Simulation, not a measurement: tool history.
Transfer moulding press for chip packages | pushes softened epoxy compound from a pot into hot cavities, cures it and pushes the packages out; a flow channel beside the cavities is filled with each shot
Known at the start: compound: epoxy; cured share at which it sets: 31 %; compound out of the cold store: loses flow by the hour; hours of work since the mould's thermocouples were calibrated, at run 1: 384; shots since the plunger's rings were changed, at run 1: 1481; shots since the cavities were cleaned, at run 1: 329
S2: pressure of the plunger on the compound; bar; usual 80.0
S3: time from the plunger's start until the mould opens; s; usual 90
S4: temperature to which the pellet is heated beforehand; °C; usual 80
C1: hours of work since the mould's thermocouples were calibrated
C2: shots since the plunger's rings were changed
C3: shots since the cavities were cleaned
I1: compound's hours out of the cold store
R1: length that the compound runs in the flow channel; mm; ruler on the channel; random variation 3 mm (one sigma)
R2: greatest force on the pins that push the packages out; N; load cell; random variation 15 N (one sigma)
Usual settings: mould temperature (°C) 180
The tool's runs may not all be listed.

run 1 hour=0.0 | mould_temperature_(°C)=180 S2=80.0 S3=90 S4=80 | C1=384 C2=1481 C3=329 | I1=14.1 | R1=688 R2=763
run 2 hour=7.3 | mould_temperature_(°C)=180 S2=80.0 S3=90 S4=80 | C1=389 C2=1571 C3=419 | I1=39.6 | R1=598 R2=675
run 3 hour=22.1 | mould_temperature_(°C)=180 S2=70.3 S3=90 S4=80 | C1=398 C2=1754 C3=602 | I1=43.5 | R1=549 R2=670
-- hour=29.1 cavities cleaned with cleaning compound and waxed
run 4 hour=33.0 | mould_temperature_(°C)=180 S2=70.3 S3=90 S4=80 | C1=404 C2=1870 C3=47 | I1=47.5 | R1=538 R2=648
run 5 hour=42.1 | mould_temperature_(°C)=180 S2=70.3 S3=90 S4=80 | C1=409 C2=1983 C3=160 | I1=12.5 | R1=660 R2=760
run 6 hour=51.6 | mould_temperature_(°C)=180 S2=70.3 S3=90 S4=80 | C1=415 C2=2101 C3=278 | I1=40.7 | R1=555 R2=673
run 7 hour=59.6 | mould_temperature_(°C)=180 S2=70.3 S3=90 S4=80 | C1=420 C2=2200 C3=377 | I1=17.1 | R1=640 R2=729
run 8 hour=70.8 | mould_temperature_(°C)=180 S2=70.3 S3=90 S4=80 | C1=427 C2=2339 C3=516 | I1=36.6 | R1=571 R2=694
run 9 hour=81.4 | mould_temperature_(°C)=180 S2=70.3 S3=90 S4=80 | C1=433 C2=2469 C3=646 | I1=15.1 | R1=650 R2=762
-- hour=84.3 cavities cleaned with cleaning compound and waxed
run 10 hour=93.5 | mould_temperature_(°C)=173 S2=70.3 S3=90 S4=80 | C1=440 C2=2601 C3=114 | I1=18.7 | R1=654 R2=1188
run 11 hour=109.0 | mould_temperature_(°C)=173 S2=70.3 S3=90 S4=80 | C1=450 C2=2793 C3=306 | I1=28.0 | R1=619 R2=1220
-- hour=118.3 plunger's sealing rings changed
run 12 hour=128.1 | mould_temperature_(°C)=173 S2=60.2 S3=86 S4=74 | C1=460 C2=121 C3=511 | I1=10.3 | R1=638 R2=1458
run 13 hour=137.7 | mould_temperature_(°C)=180 S2=94.4 S3=93 S4=80 | C1=466 C2=240 C3=630 | I1=23.3 | R1=712 R2=667
-- hour=142.0 cavities cleaned with cleaning compound and waxed
run 14 hour=153.4 | mould_temperature_(°C)=180 S2=66.0 S3=90 S4=80 | C1=474 C2=417 C3=142 | I1=19.1 | R1=609 R2=752
run 15 hour=167.5 | mould_temperature_(°C)=182 S2=80.0 S3=93 S4=80 | C1=483 C2=590 C3=315 | I1=28.7 | R1=625 R2=567
run 16 hour=176.8 | mould_temperature_(°C)=180 S2=80.0 S3=76 S4=88 | C1=489 C2=706 C3=431 | I1=12.0 | R1=710 R2=1090
run 17 hour=190.1 | mould_temperature_(°C)=180 S2=80.0 S3=76 S4=88 | C1=497 C2=871 C3=596 | I1=40.2 | R1=590 R2=998
-- hour=196.6 cavities cleaned with cleaning compound and waxed
run 18 hour=202.3 | mould_temperature_(°C)=180 S2=80.0 S3=76 S4=88 | C1=504 C2=1003 C3=70 | I1=47.0 | R1=569 R2=977
run 19 hour=215.3 | mould_temperature_(°C)=180 S2=68.0 S3=90 S4=80 | C1=512 C2=1164 C3=231 | I1=35.0 | R1=565 R2=661
run 20 hour=231.7 | mould_temperature_(°C)=182 S2=70.4 S3=90 S4=86 | C1=522 C2=1367 C3=434 | I1=39.9 | R1=553 R2=553
run 21 hour=244.9 | mould_temperature_(°C)=180 S2=80.0 S3=104 S4=80 | C1=530 C2=1531 C3=598 | I1=15.4 | R1=683 R2=521
-- hour=251.9 cavities cleaned with cleaning compound and waxed
run 22 hour=262.5 | mould_temperature_(°C)=180 S2=80.0 S3=104 S4=80 | C1=540 C2=1730 C3=131 | I1=20.7 | R1=668 R2=544

Hidden state at the last listed run before each entry between runs and at the first one after, where it differs:
Between runs 3 and 4: cavities cleaned with cleaning compound and waxed (hour 29.1)
  pressure that reaches the compound, % of what is set: 99.89 -> 99.88; grip of the stained cavities, % over clean ones': 1.3 -> 0.2
  measured less the result without the state, R2: +10 -> +3 N
Between runs 9 and 10: cavities cleaned with cleaning compound and waxed (hour 84.3)
  grip of the stained cavities, % over clean ones': 1.2 -> 0.4
  measured less the result without the state, R2: +11 -> +7 N
Between runs 11 and 12: plunger's sealing rings changed (hour 118.3)
  pressure that reaches the compound, % of what is set: 99.82 -> 99.99; grip of the stained cavities, % over clean ones': 0.8 -> 1.1
  measured less the result without the state, R2: +13 -> +19 N
Between runs 13 and 14: cavities cleaned with cleaning compound and waxed (hour 142.0)
  pressure that reaches the compound, % of what is set: 99.98 -> 99.97; grip of the stained cavities, % over clean ones': 1.2 -> 0.5
  measured less the result without the state, R2: +9 -> +6 N
Between runs 17 and 18: cavities cleaned with cleaning compound and waxed (hour 196.6)
  pressure that reaches the compound, % of what is set: 99.94 -> 99.93; grip of the stained cavities, % over clean ones': 1.2 -> 0.3
  measured less the result without the state, R2: +15 -> +6 N
Between runs 21 and 22: cavities cleaned with cleaning compound and waxed (hour 251.9)
  pressure that reaches the compound, % of what is set: 99.91 -> 99.89; grip of the stained cavities, % over clean ones': 1.2 -> 0.4
  measured less the result without the state, R2: +8 -> +3 N

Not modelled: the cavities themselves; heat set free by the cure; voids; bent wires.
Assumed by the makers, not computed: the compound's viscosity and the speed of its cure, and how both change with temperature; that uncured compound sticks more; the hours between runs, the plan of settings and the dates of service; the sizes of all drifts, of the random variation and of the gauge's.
